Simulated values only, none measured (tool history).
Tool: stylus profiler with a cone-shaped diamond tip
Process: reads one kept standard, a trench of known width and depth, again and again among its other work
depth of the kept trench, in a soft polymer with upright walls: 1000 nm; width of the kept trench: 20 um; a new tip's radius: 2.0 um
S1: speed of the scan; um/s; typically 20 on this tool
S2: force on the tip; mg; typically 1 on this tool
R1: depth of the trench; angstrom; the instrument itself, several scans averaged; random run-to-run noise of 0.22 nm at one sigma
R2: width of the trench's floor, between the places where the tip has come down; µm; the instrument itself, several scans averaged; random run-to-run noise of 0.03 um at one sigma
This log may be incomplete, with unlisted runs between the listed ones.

Run 1, hour 0: usual settings. Result: R1 10045.8 angstrom, R2 16.28 µm.
Run 2, hour 32.1: usual settings but S1 45 um/s. Result: R1 10046.4 angstrom, R2 16.15 µm.
Run 3, hour 54: usual settings but S1 45 um/s. Result: R1 10044.2 angstrom, R2 16.15 µm.
Run 4, hour 77.7: usual settings but S1 45 um/s. Result: R1 10046.7 angstrom, R2 16.19 µm.
Run 5, hour 94.9: usual settings but S1 45 um/s. Result: R1 10047.6 angstrom, R2 16.14 µm.
Run 6, hour 115.9: usual settings but S1 45 um/s. Result: R1 10046 angstrom, R2 16.07 µm.
Run 7, hour 131.6: usual settings. Result: R1 10044.7 angstrom, R2 16.24 µm.
Run 8, hour 164.9: usual settings but S1 28 um/s. Result: R1 10039 angstrom, R2 16.11 µm.
Run 9, hour 179.7: usual settings but S1 28 um/s. Result: R1 10043.2 angstrom, R2 16.18 µm.
At hour 181.8: height scale calibrated on a step standard.
Run 10, hour 209.8: usual settings but S1 28 um/s. Result: R1 10036 angstrom, R2 16.12 µm.
Run 11, hour 232.2: usual settings but S1 28 um/s. Result: R1 10038.3 angstrom, R2 16.14 µm.
Run 12, hour 267: usual settings but S1 31 um/s. Result: R1 10041.8 angstrom, R2 16.08 µm.
Run 13, hour 289.2: usual settings but S1 31 um/s. Result: R1 10035.4 angstrom, R2 16.11 µm.
At hour 296.7: height scale calibrated on a step standard, once more.
Run 14, hour 323.2: usual settings but S1 6 um/s, S2 0.56 mg. Result: R1 10038.9 angstrom, R2 16.12 µm.
Run 15, hour 340.9: usual settings but S1 6 um/s, S2 0.56 mg. Result: R1 10039.4 angstrom, R2 16.08 µm.
Run 16, hour 369.3: usual settings but S1 6 um/s, S2 0.56 mg. Result: R1 10037.6 angstrom, R2 16.14 µm.
Run 17, hour 387.3: usual settings but S1 33 um/s, S2 0.69 mg. Result: R1 10044.3 angstrom, R2 15.99 µm.

Run 18, settings as shown, results not yet in. Your forecast:
Run 18, hour 418.2: usual settings but S1 14 um/s, S2 2.92 mg. Result: R1 ?, R2 ?.

{"run 18": {"R1": 10114.4, "R2": 16.15}}
Take away the tool's hidden state, keep the run-to-run variation as it was, and the same run would have given R1 10114.2 angstrom, R2 16.53 µm.

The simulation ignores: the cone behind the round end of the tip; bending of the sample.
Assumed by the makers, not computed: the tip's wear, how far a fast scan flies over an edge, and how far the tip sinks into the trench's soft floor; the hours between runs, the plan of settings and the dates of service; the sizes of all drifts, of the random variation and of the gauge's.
